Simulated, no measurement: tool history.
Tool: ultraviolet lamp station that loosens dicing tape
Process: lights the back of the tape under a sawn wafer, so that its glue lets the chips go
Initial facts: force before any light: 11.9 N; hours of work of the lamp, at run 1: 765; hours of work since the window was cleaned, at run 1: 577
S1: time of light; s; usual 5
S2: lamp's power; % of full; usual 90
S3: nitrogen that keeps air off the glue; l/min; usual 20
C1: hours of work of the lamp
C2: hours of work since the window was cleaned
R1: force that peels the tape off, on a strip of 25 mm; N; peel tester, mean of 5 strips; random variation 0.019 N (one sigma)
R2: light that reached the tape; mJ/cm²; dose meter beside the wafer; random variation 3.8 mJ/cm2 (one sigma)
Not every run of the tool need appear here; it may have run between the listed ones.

run,day,S1,S2,S3,C1,C2,R1,R2
1,0,5,90,20,765,577,1.642,475
# day 1.633: window cleaned of glue's vapour
2,2.017,5,90,20,802,7,1.923,432
3,4.838,5,90,20,855,60,1.976,420
# day 6.612: window cleaned of glue's vapour, once more
4,7.204,5,90,20,899,11,1.375,541
5,10.167,5,90,20,955,67,1.371,531
6,13.338,5,90,20,1015,126,1.461,514
7,16.662,5,90,20,1077,189,1.575,494
8,18.142,5,94,20,1105,217,1.491,508
9,20.625,5,90,10,1151,263,2.58,474
10,23.571,5,90,10,1207,319,2.851,464
11,25.183,5,90,10,1237,349,2.8,462
12,27.05,6,90,20,1272,384,1.313,539
13,28.85,6,90,20,1306,418,1.423,530
14,30.896,6,83,18,1344,456,1.767,478
15,33.8,5,90,20,1399,511,2.013,422
16,36.4,5,90,20,1448,560,2.13,410
# day 36.612: lamp changed
17,38.796,4,99,20,41,604,1.677,470
# day 39.246: window cleaned of glue's vapour
18,42.017,5,83,18,101,52,1.359,557
19,43.829,5,83,18,135,86,1.365,554
20,45.792,3,61,26,172,123,3.894,236
21,48.671,4,88,7,226,177,3.393,451
22,51.962,5,77,28,288,239,1.325,477
23,54.946,3,90,20,344,295,3.029,330
24,56.9,3,90,20,381,332,3.235,319
25,60.096,5,90,6,441,392,3.11,517

Consider 3 possible next runs. They are alternatives, not a sequence: every one starts from the tool as it was left by run 25. What does each give?
A,61.767,3,81,15,472,423,?,?
B,61.767,2,69,11,472,423,?,?
C,61.767,3,90,20,472,423,?,?

run,R1,R2
A,4.124,279
B,7.27,159
C,3.166,311
Without the tool's hidden state the same runs would have given:
run,R1,R2
A,3.212,347
B,6.395,198
C,2.334,387
